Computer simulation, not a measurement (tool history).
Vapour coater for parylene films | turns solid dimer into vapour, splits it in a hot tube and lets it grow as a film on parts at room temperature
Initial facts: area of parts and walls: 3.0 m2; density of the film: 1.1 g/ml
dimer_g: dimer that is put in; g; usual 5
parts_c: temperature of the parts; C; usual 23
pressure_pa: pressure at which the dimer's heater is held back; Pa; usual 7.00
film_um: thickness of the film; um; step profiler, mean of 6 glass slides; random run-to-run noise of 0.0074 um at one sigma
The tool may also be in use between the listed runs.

run 1 hour=0.0 | dimer_g=5 parts_c=23 pressure_pa=7.00 | film_um=0.982
run 2 hour=36.3 | dimer_g=4 parts_c=23 pressure_pa=7.00 | film_um=0.794
run 3 hour=80.4 | dimer_g=4 parts_c=23 pressure_pa=7.00 | film_um=0.799
run 4 hour=120.7 | dimer_g=5 parts_c=23 pressure_pa=4.41 | film_um=1.080
run 5 hour=158.4 | dimer_g=5 parts_c=23 pressure_pa=4.41 | film_um=1.083
run 6 hour=184.2 | dimer_g=5 parts_c=23 pressure_pa=4.41 | film_um=1.075
run 7 hour=215.6 | dimer_g=2 parts_c=23 pressure_pa=7.00 | film_um=0.389
run 8 hour=258.3 | dimer_g=5 parts_c=23 pressure_pa=7.00 | film_um=0.983
run 9 hour=296.0 | dimer_g=5 parts_c=23 pressure_pa=7.00 | film_um=0.972
run 10 hour=333.2 | dimer_g=5 parts_c=23 pressure_pa=7.00 | film_um=0.972
run 11 hour=379.2 | dimer_g=5 parts_c=23 pressure_pa=7.00 | film_um=0.988
run 12 hour=418.2 | dimer_g=5 parts_c=23 pressure_pa=3.94 | film_um=1.091
run 13 hour=454.9 | dimer_g=5 parts_c=18 pressure_pa=7.00 | film_um=1.044
run 14 hour=493.4 | dimer_g=5 parts_c=23 pressure_pa=7.00 | film_um=0.952
run 15 hour=545.5 | dimer_g=5 parts_c=23 pressure_pa=7.00 | film_um=0.957
run 16 hour=588.5 | dimer_g=5 parts_c=23 pressure_pa=7.00 | film_um=0.974
-- hour=603.0 trap's valve overhauled
run 17 hour=631.5 | dimer_g=5 parts_c=22 pressure_pa=9.09 | film_um=0.959
run 18 hour=681.9 | dimer_g=3 parts_c=23 pressure_pa=7.62 | film_um=0.581
run 19 hour=722.9 | dimer_g=7 parts_c=18 pressure_pa=10.41 | film_um=1.382
run 20 hour=755.9 | dimer_g=7 parts_c=18 pressure_pa=10.41 | film_um=1.385
run 21 hour=784.2 | dimer_g=8 parts_c=23 pressure_pa=7.00 | film_um=1.585
run 22 hour=820.9 | dimer_g=5 parts_c=21 pressure_pa=7.00 | film_um=1.012
run 23 hour=868.2 | dimer_g=6 parts_c=21 pressure_pa=4.94 | film_um=1.311
run 24 hour=907.6 | dimer_g=6 parts_c=21 pressure_pa=4.94 | film_um=1.296
run 25 hour=948.3 | dimer_g=5 parts_c=28 pressure_pa=2.00 | film_um=1.154
run 26 hour=971.1 | dimer_g=5 parts_c=28 pressure_pa=2.00 | film_um=1.161
run 27 hour=998.5 | dimer_g=5 parts_c=28 pressure_pa=2.89 | film_um=1.076

Each run again, without the hidden state but with its own random variation kept:
The hidden state here: vapour lost through the trap's worn valve, %; true temperature of the parts over the reading, C; drift of the gauge itself on film_um, %.
run=1 film_um=0.977
run=2 film_um=0.791
run=3 film_um=0.798
run=4 film_um=1.082
run=5 film_um=1.087
run=6 film_um=1.080
run=7 film_um=0.392
run=8 film_um=0.993
run=9 film_um=0.984
run=10 film_um=0.986
run=11 film_um=1.004
run=12 film_um=1.111
run=13 film_um=1.065
run=14 film_um=0.974
run=15 film_um=0.983
run=16 film_um=1.002
run=17 film_um=0.952
run=18 film_um=0.579
run=19 film_um=1.380
run=20 film_um=1.385
run=21 film_um=1.588
run=22 film_um=1.016
run=23 film_um=1.320
run=24 film_um=1.308
run=25 film_um=1.167
run=26 film_um=1.176
run=27 film_um=1.091
